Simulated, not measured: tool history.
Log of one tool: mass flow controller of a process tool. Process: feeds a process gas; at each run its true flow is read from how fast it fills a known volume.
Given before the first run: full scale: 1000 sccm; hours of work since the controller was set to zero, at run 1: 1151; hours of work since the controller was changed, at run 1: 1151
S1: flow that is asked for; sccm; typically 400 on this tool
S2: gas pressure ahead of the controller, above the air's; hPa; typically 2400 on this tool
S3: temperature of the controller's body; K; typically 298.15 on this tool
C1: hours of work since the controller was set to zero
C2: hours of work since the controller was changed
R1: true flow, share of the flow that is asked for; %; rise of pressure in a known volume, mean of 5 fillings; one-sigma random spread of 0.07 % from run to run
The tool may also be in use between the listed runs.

{"run": 1, "hour": 0.0, "S1": 400, "S2": 2400, "S3": 298.15, "C1": 1151, "C2": 1151, "R1": 98.2}
{"run": 2, "hour": 49.4, "S1": 400, "S2": 2400, "S3": 298.15, "C1": 1190, "C2": 1190, "R1": 98.28}
{"run": 3, "hour": 84.3, "S1": 400, "S2": 2400, "S3": 301.15, "C1": 1217, "C2": 1217, "R1": 98.4}
{"run": 4, "hour": 154.5, "S1": 400, "S2": 2400, "S3": 301.15, "C1": 1272, "C2": 1272, "R1": 98.56}
{"run": 5, "hour": 201.1, "S1": 400, "S2": 2400, "S3": 301.15, "C1": 1309, "C2": 1309, "R1": 98.68}
{"run": 6, "hour": 255.5, "S1": 400, "S2": 2400, "S3": 301.15, "C1": 1351, "C2": 1351, "R1": 98.64}
{"run": 7, "hour": 307.3, "S1": 400, "S2": 2400, "S3": 301.15, "C1": 1392, "C2": 1392, "R1": 98.84}
{"run": 8, "hour": 381.4, "S1": 212, "S2": 2570, "S3": 312.15, "C1": 1450, "C2": 1450, "R1": 98.62}
{"run": 9, "hour": 416.2, "S1": 187, "S2": 2660, "S3": 295.15, "C1": 1477, "C2": 1477, "R1": 98.05}
{"run": 10, "hour": 476.5, "S1": 187, "S2": 2660, "S3": 295.15, "C1": 1525, "C2": 1525, "R1": 98.28}
{"run": 11, "hour": 510.1, "S1": 559, "S2": 1750, "S3": 298.15, "C1": 1551, "C2": 1551, "R1": 100.11}

What does the tool deliver on the next run?
{"run": 12, "hour": 587.6, "S1": 254, "S2": 2080, "S3": 295.15, "C1": 1612, "C2": 1612, "R1": "?"}

For run 12 the tool returned R1 99.07 %.
Take away the tool's hidden state, keep the run-to-run variation as it was, and the same run would have given R1 97.82 %.
